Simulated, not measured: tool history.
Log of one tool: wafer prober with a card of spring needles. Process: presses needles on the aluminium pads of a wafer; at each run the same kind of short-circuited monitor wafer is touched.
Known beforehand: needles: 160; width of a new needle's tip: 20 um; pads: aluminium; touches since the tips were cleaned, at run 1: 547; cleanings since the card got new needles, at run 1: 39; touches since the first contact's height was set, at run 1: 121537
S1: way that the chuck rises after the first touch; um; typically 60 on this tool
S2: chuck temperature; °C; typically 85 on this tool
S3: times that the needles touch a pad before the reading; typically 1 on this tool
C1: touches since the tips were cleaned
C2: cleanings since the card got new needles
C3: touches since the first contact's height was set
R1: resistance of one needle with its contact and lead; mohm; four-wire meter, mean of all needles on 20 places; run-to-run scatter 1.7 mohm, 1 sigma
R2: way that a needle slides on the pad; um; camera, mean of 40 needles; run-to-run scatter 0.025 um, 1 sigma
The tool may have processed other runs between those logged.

run 1 hour=0 | S1=60 S2=85 S3=1 | C1=547 C2=39 C3=121537 | R1=187 R2=12.56
run 2 hour=21.6 | S1=60 S2=85 S3=1 | C1=5427 C2=39 C3=126417 | R1=253 R2=12.6
-- hour=27 tips cleaned on abrasive film
run 3 hour=54.4 | S1=60 S2=85 S3=1 | C1=6176 C2=40 C3=133799 | R1=256 R2=12.59
-- hour=56.5 tips cleaned on abrasive film
run 4 hour=81.3 | S1=60 S2=85 S3=1 | C1=5606 C2=41 C3=139854 | R1=258 R2=12.5
-- hour=85.9 tips cleaned on abrasive film
-- hour=115.9 tips cleaned on abrasive film
run 5 hour=115.9 | S1=60 S2=85 S3=1 | C1=0 C2=43 C3=147629 | R1=175 R2=12.5
run 6 hour=130.4 | S1=60 S2=85 S3=1 | C1=3279 C2=43 C3=150908 | R1=239 R2=12.51
-- hour=145.4 tips cleaned on abrasive film
run 7 hour=162.2 | S1=60 S2=85 S3=1 | C1=3785 C2=44 C3=158046 | R1=240 R2=12.43
-- hour=164.5 height of the first contact set anew
-- hour=176.1 tips cleaned on abrasive film
run 8 hour=194.6 | S1=60 S2=85 S3=1 | C1=4165 C2=45 C3=6779 | R1=248 R2=12.25
-- hour=205.5 tips cleaned on abrasive film
run 9 hour=209.9 | S1=60 S2=85 S3=1 | C1=995 C2=46 C3=10226 | R1=209 R2=12.24
-- hour=235.2 tips cleaned on abrasive film
run 10 hour=235.9 | S1=60 S2=85 S3=1 | C1=153 C2=47 C3=16070 | R1=189 R2=12.21
-- hour=253 height of the first contact set anew, once more
run 11 hour=258.9 | S1=60 S2=85 S3=1 | C1=5264 C2=47 C3=1325 | R1=253 R2=12.85
-- hour=265.5 tips cleaned on abrasive film
run 12 hour=284.2 | S1=60 S2=85 S3=1 | C1=4227 C2=48 C3=7022 | R1=243 R2=12.81
-- hour=295.3 tips cleaned on abrasive film
run 13 hour=303.5 | S1=60 S2=85 S3=1 | C1=1863 C2=49 C3=11371 | R1=217 R2=12.77
-- hour=324.8 tips cleaned on abrasive film
run 14 hour=338.7 | S1=50 S2=85 S3=1 | C1=3136 C2=50 C3=19285 | R1=267 R2=10.63
-- hour=353.9 tips cleaned on abrasive film
run 15 hour=370.7 | S1=50 S2=85 S3=1 | C1=3790 C2=51 C3=26491 | R1=273 R2=10.68
-- hour=383.1 tips cleaned on abrasive film
run 16 hour=392.8 | S1=66 S2=85 S3=1 | C1=2190 C2=52 C3=31455 | R1=209 R2=14.08
-- hour=412.2 tips cleaned on abrasive film
run 17 hour=426.7 | S1=60 S2=68 S3=1 | C1=3277 C2=53 C3=39100 | R1=231 R2=12.76
-- hour=442.2 tips cleaned on abrasive film
run 18 hour=443.1 | S1=57 S2=76 S3=1 | C1=196 C2=54 C3=42776 | R1=185 R2=12.09
run 19 hour=462.9 | S1=57 S2=34 S3=2 | C1=4669 C2=54 C3=47249 | R1=217 R2=12.1
-- hour=471 tips cleaned on abrasive film
run 20 hour=481.4 | S1=57 S2=34 S3=2 | C1=2352 C2=55 C3=51402 | R1=202 R2=12.07
-- hour=501.1 tips cleaned on abrasive film
run 21 hour=502.1 | S1=46 S2=45 S3=2 | C1=241 C2=56 C3=56065 | R1=187 R2=9.73
run 22 hour=520.4 | S1=51 S2=56 S3=1 | C1=4374 C2=56 C3=60198 | R1=272 R2=10.76
-- hour=530.9 tips cleaned on abrasive film
run 23 hour=542.1 | S1=48 S2=56 S3=1 | C1=2542 C2=57 C3=65078 | R1=263 R2=10.11
-- hour=562.1 tips cleaned on abrasive film
run 24 hour=571.6 | S1=60 S2=75 S3=1 | C1=2151 C2=58 C3=71710 | R1=224 R2=12.67
-- hour=593 tips cleaned on abrasive film
run 25 hour=604 | S1=69 S2=75 S3=2 | C1=2489 C2=59 C3=79011 | R1=195 R2=14.57
-- hour=622.6 tips cleaned on abrasive film
run 26 hour=636.4 | S1=51 S2=85 S3=1 | C1=3115 C2=60 C3=86291 | R1=260 R2=10.66
-- hour=653.9 tips cleaned on abrasive film
run 27 hour=668 | S1=73 S2=31 S3=1 | C1=3186 C2=61 C3=93404 | R1=207 R2=15.35
-- hour=684.8 tips cleaned on abrasive film
run 28 hour=699.5 | S1=73 S2=31 S3=1 | C1=3321 C2=62 C3=100497 | R1=209 R2=15.36
-- hour=713.8 tips cleaned on abrasive film
run 29 hour=714.9 | S1=73 S2=31 S3=1 | C1=246 C2=63 C3=103957 | R1=169 R2=15.37
run 30 hour=738.5 | S1=71 S2=105 S3=2 | C1=5585 C2=63 C3=109296 | R1=211 R2=14.96
-- hour=743.8 tips cleaned on abrasive film
run 31 hour=771.8 | S1=43 S2=37 S3=1 | C1=6326 C2=64 C3=116784 | R1=354 R2=8.94
-- hour=773.8 tips cleaned on abrasive film
run 32 hour=800.3 | S1=57 S2=79 S3=1 | C1=5977 C2=65 C3=123201 | R1=273 R2=11.89

What differs in the tool's unlogged condition from the final listed run ahead of each entry between runs to the first listed run following it?
From run 2 to run 3: tips cleaned on abrasive film (hour 27)
  debris on the tips, nm: 91.8 -> 96.4; way that the needles fall short of the set height, um: 1.37 -> 1.44; tips' diameter, um: 21.04 -> 21.06
  difference, measured minus the result without the unlogged condition, R1: +81 -> +85 mohm; R2: -0.3 -> -0.31 um
From run 3 to run 4: tips cleaned on abrasive film (hour 56.5)
  debris on the tips, nm: 96.4 -> 94.8; way that the needles fall short of the set height, um: 1.44 -> 1.53; tips' diameter, um: 21.06 -> 21.09
  difference, measured minus the result without the unlogged condition, R1: +85 -> +85 mohm; R2: -0.31 -> -0.33 um
From run 4 to run 5: tips cleaned on abrasive film (hour 85.9); tips cleaned on abrasive film (hour 115.9)
  debris on the tips, nm: 94.8 -> 4.7; way that the needles fall short of the set height, um: 1.53 -> 1.69; tips' diameter, um: 21.09 -> 21.15
  difference, measured minus the result without the unlogged condition, R1: +85 -> +6 mohm; R2: -0.33 -> -0.36 um
From run 6 to run 7: tips cleaned on abrasive film (hour 145.4)
  debris on the tips, nm: 72.6 -> 77.4; way that the needles fall short of the set height, um: 1.69 -> 1.76; tips' diameter, um: 21.15 -> 21.17
  difference, measured minus the result without the unlogged condition, R1: +66 -> +70 mohm; R2: -0.36 -> -0.38 um
From run 7 to run 8: height of the first contact set anew (hour 164.5); tips cleaned on abrasive film (hour 176.1)
  debris on the tips, nm: 77.4 -> 81.9; way that the needles fall short of the set height, um: 1.76 -> 2.83; tips' diameter, um: 21.17 -> 21.2
  difference, measured minus the result without the unlogged condition, R1: +70 -> +78 mohm; R2: -0.38 -> -0.61 um
From run 8 to run 9: tips cleaned on abrasive film (hour 205.5)
  debris on the tips, nm: 81.9 -> 35.6; way that the needles fall short of the set height, um: 2.83 -> 2.92; tips' diameter, um: 21.2 -> 21.23
  difference, measured minus the result without the unlogged condition, R1: +78 -> +36 mohm; R2: -0.61 -> -0.63 um
From run 9 to run 10: tips cleaned on abrasive film (hour 235.2)
  debris on the tips, nm: 35.6 -> 15.8; way that the needles fall short of the set height, um: 2.92 -> 2.99; tips' diameter, um: 21.23 -> 21.25
  difference, measured minus the result without the unlogged condition, R1: +36 -> +18 mohm; R2: -0.63 -> -0.64 um
From run 10 to run 11: height of the first contact set anew, once more (hour 253)
  debris on the tips, nm: 15.8 -> 91.7; way that the needles fall short of the set height, um: 2.99 -> 0
  difference, measured minus the result without the unlogged condition, R1: +18 -> +79 mohm; R2: -0.64 -> +0 um
From run 11 to run 12: tips cleaned on abrasive film (hour 265.5)
  debris on the tips, nm: 91.7 -> 82.5; way that the needles fall short of the set height, um: 0 -> 0.06; tips' diameter, um: 21.25 -> 21.28
  difference, measured minus the result without the unlogged condition, R1: +79 -> +71 mohm; R2: +0 -> -0.02 um
From run 12 to run 13: tips cleaned on abrasive film (hour 295.3)
  debris on the tips, nm: 82.5 -> 51.5; way that the needles fall short of the set height, um: 0.06 -> 0.14; tips' diameter, um: 21.28 -> 21.3
  difference, measured minus the result without the unlogged condition, R1: +71 -> +46 mohm; R2: -0.02 -> -0.03 um
From run 13 to run 14: tips cleaned on abrasive film (hour 324.8)
  debris on the tips, nm: 51.5 -> 72.2; way that the needles fall short of the set height, um: 0.14 -> 0.23; tips' diameter, um: 21.3 -> 21.33
  difference, measured minus the result without the unlogged condition, R1: +46 -> +89 mohm; R2: -0.03 -> -0.05 um
From run 14 to run 15: tips cleaned on abrasive film (hour 353.9)
  debris on the tips, nm: 72.2 -> 78.7; way that the needles fall short of the set height, um: 0.23 -> 0.29; tips' diameter, um: 21.33 -> 21.36
  difference, measured minus the result without the unlogged condition, R1: +89 -> +96 mohm; R2: -0.05 -> -0.06 um
From run 15 to run 16: tips cleaned on abrasive film (hour 383.1)
  debris on the tips, nm: 78.7 -> 53.3; way that the needles fall short of the set height, um: 0.29 -> 0.38; tips' diameter, um: 21.36 -> 21.39
  difference, measured minus the result without the unlogged condition, R1: +96 -> +40 mohm; R2: -0.06 -> -0.08 um
From run 16 to run 17: tips cleaned on abrasive film (hour 412.2)
  debris on the tips, nm: 53.3 -> 69.9; way that the needles fall short of the set height, um: 0.38 -> 0.45; tips' diameter, um: 21.39 -> 21.41
  difference, measured minus the result without the unlogged condition, R1: +40 -> +63 mohm; R2: -0.08 -> -0.1 um
From run 17 to run 18: tips cleaned on abrasive film (hour 442.2)
  debris on the tips, nm: 69.9 -> 12.5; way that the needles fall short of the set height, um: 0.45 -> 0.51; tips' diameter, um: 21.41 -> 21.43
  difference, measured minus the result without the unlogged condition, R1: +63 -> +14 mohm; R2: -0.1 -> -0.11 um
From run 19 to run 20: tips cleaned on abrasive film (hour 471)
  debris on the tips, nm: 85.2 -> 55.6; way that the needles fall short of the set height, um: 0.51 -> 0.58; tips' diameter, um: 21.43 -> 21.46
  difference, measured minus the result without the unlogged condition, R1: +54 -> +37 mohm; R2: -0.11 -> -0.13 um
From run 20 to run 21: tips cleaned on abrasive film (hour 501.1)
  debris on the tips, nm: 55.6 -> 13.9; way that the needles fall short of the set height, um: 0.58 -> 0.67; tips' diameter, um: 21.46 -> 21.49
  difference, measured minus the result without the unlogged condition, R1: +37 -> +16 mohm; R2: -0.13 -> -0.15 um
From run 22 to run 23: tips cleaned on abrasive film (hour 530.9)
  debris on the tips, nm: 85.2 -> 59.7; way that the needles fall short of the set height, um: 0.67 -> 0.74; tips' diameter, um: 21.49 -> 21.51
  difference, measured minus the result without the unlogged condition, R1: +106 -> +87 mohm; R2: -0.15 -> -0.16 um
From run 23 to run 24: tips cleaned on abrasive film (hour 562.1)
  debris on the tips, nm: 59.7 -> 59.3; way that the needles fall short of the set height, um: 0.74 -> 0.82; tips' diameter, um: 21.51 -> 21.54
  difference, measured minus the result without the unlogged condition, R1: +87 -> +55 mohm; R2: -0.16 -> -0.18 um
From run 24 to run 25: tips cleaned on abrasive film (hour 593)
  debris on the tips, nm: 59.3 -> 60.8; way that the needles fall short of the set height, um: 0.82 -> 0.91; tips' diameter, um: 21.54 -> 21.57
  difference, measured minus the result without the unlogged condition, R1: +55 -> +28 mohm; R2: -0.18 -> -0.2 um
From run 25 to run 26: tips cleaned on abrasive film (hour 622.6)
  debris on the tips, nm: 60.8 -> 66.3; way that the needles fall short of the set height, um: 0.91 -> 0.97; tips' diameter, um: 21.57 -> 21.59
  difference, measured minus the result without the unlogged condition, R1: +28 -> +83 mohm; R2: -0.2 -> -0.2 um
From run 26 to run 27: tips cleaned on abrasive film (hour 653.9)
  debris on the tips, nm: 66.3 -> 72.8; way that the needles fall short of the set height, um: 0.97 -> 1.03; tips' diameter, um: 21.59 -> 21.61
  difference, measured minus the result without the unlogged condition, R1: +83 -> +51 mohm; R2: -0.2 -> -0.22 um
From run 27 to run 28: tips cleaned on abrasive film (hour 684.8)
  debris on the tips, nm: 72.8 -> 73.4; way that the needles fall short of the set height, um: 1.03 -> 1.08; tips' diameter, um: 21.61 -> 21.63
  difference, measured minus the result without the unlogged condition, R1: +51 -> +52 mohm; R2: -0.22 -> -0.23 um
From run 28 to run 29: tips cleaned on abrasive film (hour 713.8)
  debris on the tips, nm: 73.4 -> 12.2; way that the needles fall short of the set height, um: 1.08 -> 1.15; tips' diameter, um: 21.63 -> 21.66
  difference, measured minus the result without the unlogged condition, R1: +52 -> +10 mohm; R2: -0.23 -> -0.24 um
From run 30 to run 31: tips cleaned on abrasive film (hour 743.8)
  debris on the tips, nm: 96.2 -> 97.4; way that the needles fall short of the set height, um: 1.15 -> 1.21; tips' diameter, um: 21.66 -> 21.68
  difference, measured minus the result without the unlogged condition, R1: +39 -> +183 mohm; R2: -0.25 -> -0.26 um
From run 31 to run 32: tips cleaned on abrasive film (hour 773.8)
  debris on the tips, nm: 97.4 -> 96.5; way that the needles fall short of the set height, um: 1.21 -> 1.28; tips' diameter, um: 21.68 -> 21.7
  difference, measured minus the result without the unlogged condition, R1: +183 -> +100 mohm; R2: -0.26 -> -0.27 um

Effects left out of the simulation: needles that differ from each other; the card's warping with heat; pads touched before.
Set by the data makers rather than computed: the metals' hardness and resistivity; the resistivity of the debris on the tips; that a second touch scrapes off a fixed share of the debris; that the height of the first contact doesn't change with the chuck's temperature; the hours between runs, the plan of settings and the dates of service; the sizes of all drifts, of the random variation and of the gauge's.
